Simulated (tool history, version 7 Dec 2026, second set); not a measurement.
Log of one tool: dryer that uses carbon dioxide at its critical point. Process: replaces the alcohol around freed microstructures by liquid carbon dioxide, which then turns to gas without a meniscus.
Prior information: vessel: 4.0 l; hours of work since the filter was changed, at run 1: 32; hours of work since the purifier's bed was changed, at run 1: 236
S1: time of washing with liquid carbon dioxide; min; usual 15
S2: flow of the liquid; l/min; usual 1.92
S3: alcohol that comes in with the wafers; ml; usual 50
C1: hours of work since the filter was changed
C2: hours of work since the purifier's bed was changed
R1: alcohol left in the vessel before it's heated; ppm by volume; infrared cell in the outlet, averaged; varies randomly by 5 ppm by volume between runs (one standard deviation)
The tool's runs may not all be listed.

run	hour	S1	S2	S3	C1	C2	R1
1	0	15	1.92	50	32	236	45
2	13.2	15	1.92	50	41	246	48
3	27.1	15	1.92	50	51	256	57
4	41.7	15	1.92	50	62	266	44
5	55.2	15	1.92	50	71	276	39
6	76.5	15	2.39	50	87	291	37
7	90.4	15	2.39	50	97	301	46
8	113.5	15	2.39	50	114	318	47
9	122.9	15	2.39	50	120	325	50
10	135.4	15	1.92	50	129	334	61
11	158.3	15	1.92	50	146	351	66
12	178.1	15	1.92	50	160	365	64
13	188.7	11	1.44	102	168	373	680
14	211.6	11	1.44	102	185	389	673
15	226.2	15	1.92	50	195	400	66
16	244.9	15	2.07	40	209	413	69
17	266.6	15	1.15	40	224	429	257
18	288.4	20	1.92	56	240	445	61
19	311.7	20	1.92	56	257	461	70
20	324.6	15	1.92	23	266	471	71
21	345.6	15	3.08	23	282	486	64
22	363.8	21	2.43	50	295	499	68
23	384.2	21	2.43	50	309	514	73
24	404.5	11	3.08	50	324	529	82

3 ways to go on from here, each from the tool as it stands after run 24. What would each give?
A	417.5	15	2.01	50	334	538	?
B	417.5	11	2.44	50	334	538	?
C	417.5	12	2.1	50	334	538	?

run	R1
A	85
B	97
C	105
Take away the tool's hidden state, keep each run's random variation, and the runs would have read:
run	R1
A	15
B	23
C	27
